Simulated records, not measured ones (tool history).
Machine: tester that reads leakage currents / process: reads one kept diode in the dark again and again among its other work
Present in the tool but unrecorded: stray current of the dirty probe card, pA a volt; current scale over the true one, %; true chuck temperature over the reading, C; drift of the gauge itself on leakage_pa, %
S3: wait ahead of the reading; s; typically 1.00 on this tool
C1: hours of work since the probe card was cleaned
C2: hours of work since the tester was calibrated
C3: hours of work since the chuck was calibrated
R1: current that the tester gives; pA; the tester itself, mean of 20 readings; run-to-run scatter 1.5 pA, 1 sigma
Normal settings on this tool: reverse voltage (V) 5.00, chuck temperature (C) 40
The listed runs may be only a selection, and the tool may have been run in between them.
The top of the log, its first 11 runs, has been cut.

Run 12, hour 311.8: usual settings but chuck temperature (C) 56; C1 1211; C2 495; C3 1552. Result: R1 1834.50 pA.
Run 13, hour 352.6: usual settings but chuck temperature (C) 56; C1 1234; C2 518; C3 1575. Result: R1 1831.60 pA.
Run 14, hour 372.2: usual settings but chuck temperature (C) 56; C1 1245; C2 529; C3 1586. Result: R1 1833.71 pA.
Run 15, hour 413.0: usual settings but reverse voltage (V) 1.11, chuck temperature (C) 56; C1 1268; C2 552; C3 1609. Result: R1 825.17 pA.
Run 16, hour 450.8: usual settings but reverse voltage (V) 1.11, chuck temperature (C) 56; C1 1289; C2 574; C3 1630. Result: R1 825.84 pA.
Run 17, hour 475.4: usual settings but reverse voltage (V) 1.11, chuck temperature (C) 24, S3 2.82 s; C1 1303; C2 587; C3 1644. Result: R1 67.18 pA.
Run 18, hour 503.3: usual settings but reverse voltage (V) 3.54, chuck temperature (C) 31, S3 0.57 s; C1 1319; C2 603; C3 1659. Result: R1 225.99 pA.
At hour 509.0: tester calibrated.
Run 19, hour 525.5: usual settings but reverse voltage (V) 1.03, S3 1.01 s; C1 1330; C2 9; C3 1671. Result: R1 240.72 pA.
Run 20, hour 557.1: usual settings but reverse voltage (V) 1.03, S3 1.01 s; C1 1348; C2 27; C3 1688. Result: R1 239.49 pA.
At hour 574.1: tester calibrated, once more.
Run 21, hour 585.4: usual settings but reverse voltage (V) 7.81, chuck temperature (C) 56, S3 2.93 s; C1 1362; C2 6; C3 1703. Result: R1 2332.39 pA.
Run 22, hour 605.1: usual settings but reverse voltage (V) 1.19, chuck temperature (C) 24, S3 4.44 s; C1 1374; C2 17; C3 1714. Result: R1 69.95 pA.
Run 23, hour 644.0: usual settings but reverse voltage (V) 1.19, chuck temperature (C) 24, S3 4.44 s; C1 1395; C2 39; C3 1736. Result: R1 70.18 pA.
Run 24, hour 687.7: usual settings but reverse voltage (V) 11.25, chuck temperature (C) 20, S3 1.18 s; C1 1420; C2 64; C3 1761. Result: R1 176.68 pA.
Run 25, hour 728.9: usual settings but reverse voltage (V) 4.98, chuck temperature (C) 34, S3 1.01 s; C1 1443; C2 87; C3 1784. Result: R1 349.07 pA.
Run 26, hour 748.2: usual settings but reverse voltage (V) 1.24, chuck temperature (C) 51, S3 0.58 s; C1 1454; C2 98; C3 1795. Result: R1 609.48 pA.
Run 27, hour 781.9: usual settings but reverse voltage (V) 5.63, chuck temperature (C) 22, S3 8.98 s; C1 1473; C2 117; C3 1814. Result: R1 141.09 pA.
Run 28, hour 803.5: usual settings but reverse voltage (V) 5.63, chuck temperature (C) 22, S3 8.98 s; C1 1485; C2 129; C3 1826. Result: R1 140.76 pA.
Run 29, hour 837.2: usual settings but reverse voltage (V) 1.58, chuck temperature (C) 22, S3 0.56 s; C1 1504; C2 148; C3 1845. Result: R1 69.80 pA.
Run 30, hour 880.7: usual settings but reverse voltage (V) 4.12, chuck temperature (C) 53; C1 1529; C2 172; C3 1869. Result: R1 1346.59 pA.
Run 31, hour 901.4: usual settings but reverse voltage (V) 4.12, chuck temperature (C) 53, S3 0.64 s; C1 1540; C2 184; C3 1881. Result: R1 1350.71 pA.
Run 32, hour 936.3: usual settings but reverse voltage (V) 1.05, chuck temperature (C) 37, S3 2.29 s; C1 1560; C2 204; C3 1900. Result: R1 194.62 pA.

What if the next run were any one of these 4? Each begins from the tool's condition after run 32:
Run A, hour 959.9: usual settings but reverse voltage (V) 1.05, chuck temperature (C) 52, S3 0.57 s; C1 1573; C2 217; C3 1914. Result: R1 ?.
Run B, hour 959.9: usual settings but chuck temperature (C) 42, S3 0.72 s; C1 1573; C2 217; C3 1914. Result: R1 ?.
Run C, hour 959.9: usual settings but reverse voltage (V) 17.81, chuck temperature (C) 36, S3 1.20 s; C1 1573; C2 217; C3 1914. Result: R1 ?.
Run D, hour 959.9: usual settings but reverse voltage (V) 1.31, chuck temperature (C) 37, S3 2.04 s; C1 1573; C2 217; C3 1914. Result: R1 ?.

run      R1
  A  608.10
  B  661.60
  C  826.04
  D  218.49
Without the tool's hidden state the same runs would have given:
run      R1
  A  560.51
  B  600.64
  C  729.18
  D  198.35
